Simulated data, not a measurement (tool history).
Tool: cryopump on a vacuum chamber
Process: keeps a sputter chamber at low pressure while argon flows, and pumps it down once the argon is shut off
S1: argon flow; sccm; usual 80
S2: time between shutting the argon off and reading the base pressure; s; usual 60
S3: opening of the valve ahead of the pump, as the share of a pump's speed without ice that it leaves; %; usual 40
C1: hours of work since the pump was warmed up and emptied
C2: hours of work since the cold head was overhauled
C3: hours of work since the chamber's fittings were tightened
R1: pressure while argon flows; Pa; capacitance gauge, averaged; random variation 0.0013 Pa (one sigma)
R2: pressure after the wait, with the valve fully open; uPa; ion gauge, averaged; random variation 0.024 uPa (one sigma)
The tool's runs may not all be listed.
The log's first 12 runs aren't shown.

run 13 hour=514.2 | S1=80 S2=60 S3=40 | C1=254 C2=254 C3=1236 | R1=0.3135 R2=2.57
run 14 hour=578.2 | S1=80 S2=60 S3=40 | C1=281 C2=281 C3=1263 | R1=0.3129 R2=2.71
run 15 hour=611.8 | S1=80 S2=60 S3=40 | C1=295 C2=295 C3=1277 | R1=0.3131 R2=2.72
run 16 hour=678.9 | S1=80 S2=60 S3=40 | C1=324 C2=324 C3=1305 | R1=0.3169 R2=2.71
run 17 hour=707.7 | S1=80 S2=60 S3=53 | C1=336 C2=336 C3=1317 | R1=0.2397 R2=2.77
run 18 hour=760.9 | S1=53 S2=60 S3=40 | C1=358 C2=358 C3=1340 | R1=0.2108 R2=2.82
run 19 hour=801.9 | S1=80 S2=32 S3=40 | C1=375 C2=375 C3=1357 | R1=0.3164 R2=3.45
run 20 hour=842.9 | S1=124 S2=35 S3=35 | C1=392 C2=392 C3=1374 | R1=0.555 R2=3.28
run 21 hour=904.9 | S1=147 S2=38 S3=58 | C1=419 C2=419 C3=1400 | R1=0.4108 R2=3.3
run 22 hour=949.6 | S1=45 S2=240 S3=40 | C1=437 C2=437 C3=1419 | R1=0.1796 R2=2.63
run 23 hour=1008.8 | S1=120 S2=92 S3=49 | C1=462 C2=462 C3=1444 | R1=0.396 R2=2.76
run 24 hour=1053.3 | S1=95 S2=60 S3=47 | C1=481 C2=481 C3=1463 | R1=0.3255 R2=3.09
run 25 hour=1082.1 | S1=95 S2=60 S3=47 | C1=493 C2=493 C3=1475 | R1=0.3264 R2=3.09
run 26 hour=1120.5 | S1=139 S2=48 S3=46 | C1=509 C2=509 C3=1491 | R1=0.4881 R2=3.33
run 27 hour=1180.7 | S1=80 S2=65 S3=25 | C1=535 C2=535 C3=1516 | R1=0.5031 R2=3.06
run 28 hour=1223.9 | S1=80 S2=83 S3=40 | C1=553 C2=553 C3=1534 | R1=0.323 R2=2.97
run 29 hour=1284.6 | S1=80 S2=83 S3=40 | C1=578 C2=578 C3=1560 | R1=0.3264 R2=3.13
run 30 hour=1345.1 | S1=80 S2=83 S3=40 | C1=604 C2=604 C3=1585 | R1=0.3239 R2=3.13
run 31 hour=1388 | S1=90 S2=126 S3=40 | C1=622 C2=622 C3=1603 | R1=0.3652 R2=3.07
run 32 hour=1415.5 | S1=90 S2=126 S3=40 | C1=633 C2=633 C3=1615 | R1=0.3646 R2=3.15
run 33 hour=1450 | S1=75 S2=60 S3=40 | C1=648 C2=648 C3=1629 | R1=0.3047 R2=3.43
run 34 hour=1500.7 | S1=46 S2=158 S3=45 | C1=669 C2=669 C3=1651 | R1=0.1683 R2=3.13
run 35 hour=1540.7 | S1=46 S2=158 S3=45 | C1=686 C2=686 C3=1668 | R1=0.1677 R2=3.12

Forecast each of these 3 alternatives for the next run:
run A hour=1580.2 | S1=34 S2=172 S3=40 | C1=702 C2=702 C3=1684 | R1=? R2=?
run B hour=1580.2 | S1=125 S2=45 S3=40 | C1=702 C2=702 C3=1684 | R1=? R2=?
run C hour=1580.2 | S1=110 S2=47 S3=45 | C1=702 C2=702 C3=1684 | R1=? R2=?

run=A R1=0.1383 R2=3.17
run=B R1=0.5144 R2=3.81
run=C R1=0.4034 R2=3.76
Without the tool's hidden state the same runs would have given:
run=A R1=0.1279 R2=0.49
run=B R1=0.4758 R2=1.14
run=C R1=0.3697 R2=1.11

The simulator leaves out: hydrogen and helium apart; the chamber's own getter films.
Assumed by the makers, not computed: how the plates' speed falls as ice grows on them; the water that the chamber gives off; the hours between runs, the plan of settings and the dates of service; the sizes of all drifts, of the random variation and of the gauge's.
